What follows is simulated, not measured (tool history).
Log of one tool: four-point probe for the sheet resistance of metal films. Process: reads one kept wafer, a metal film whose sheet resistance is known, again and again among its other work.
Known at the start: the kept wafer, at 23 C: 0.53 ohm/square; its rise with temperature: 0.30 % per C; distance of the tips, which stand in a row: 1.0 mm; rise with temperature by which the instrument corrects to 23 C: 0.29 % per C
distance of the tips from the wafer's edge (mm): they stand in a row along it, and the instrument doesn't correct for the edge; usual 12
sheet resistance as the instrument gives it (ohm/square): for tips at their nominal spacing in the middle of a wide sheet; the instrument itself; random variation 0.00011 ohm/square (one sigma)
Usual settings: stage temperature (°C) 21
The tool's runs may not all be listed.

run,hour,stage temperature (°C),distance of the tips from the wafer's edge (mm),sheet resistance as the instrument gives it (ohm/square)
1,0.0,21,12,0.526770
2,72.0,21,12,0.526510
# hour 155.0: new probe head fitted
3,159.4,21,72,0.533380
4,242.0,21,4,0.550648
5,295.8,21,4,0.550271
6,382.5,21,4,0.550214
7,426.2,21,4,0.549971
8,466.3,21,12,0.534793
9,524.5,21,12,0.534695
10,569.7,34,12,0.535568
11,611.4,23,12,0.534626
12,673.3,23,12,0.534433
13,740.7,23,12,0.534336
14,828.8,23,12,0.534169
15,917.8,21,3,0.561489
16,977.7,21,12,0.533685
17,1029.6,35,64,0.532851
18,1083.0,35,64,0.532563
19,1122.5,35,5,0.543954
20,1204.8,25,44,0.531742
21,1275.9,25,44,0.531521
22,1340.9,21,16,0.532009
23,1378.9,31,28,0.531920
24,1430.3,21,26,0.531260
25,1482.5,32,18,0.532192
26,1543.4,26,75,0.531023
27,1584.0,19,50,0.530384
28,1654.8,19,50,0.530299

The same runs without the tool's hidden state, with the same run-to-run variation:
The hidden state here: inner tips' distance over the nominal, %; tips' flats over new ones', %; wafer's true temperature over the reading, C; drift of the gauge itself on sheet_ohm, %.
run,sheet resistance as the instrument gives it (ohm/square)
1,0.531864
2,0.531753
3,0.529836
4,0.547178
5,0.546909
6,0.547035
7,0.546874
8,0.531852
9,0.531880
10,0.532868
11,0.532009
12,0.531937
13,0.531976
14,0.531994
15,0.559402
16,0.531822
17,0.531113
18,0.530943
19,0.542386
20,0.530358
21,0.530270
22,0.530887
23,0.530898
24,0.530322
25,0.531397
26,0.530353
27,0.529778
28,0.529851

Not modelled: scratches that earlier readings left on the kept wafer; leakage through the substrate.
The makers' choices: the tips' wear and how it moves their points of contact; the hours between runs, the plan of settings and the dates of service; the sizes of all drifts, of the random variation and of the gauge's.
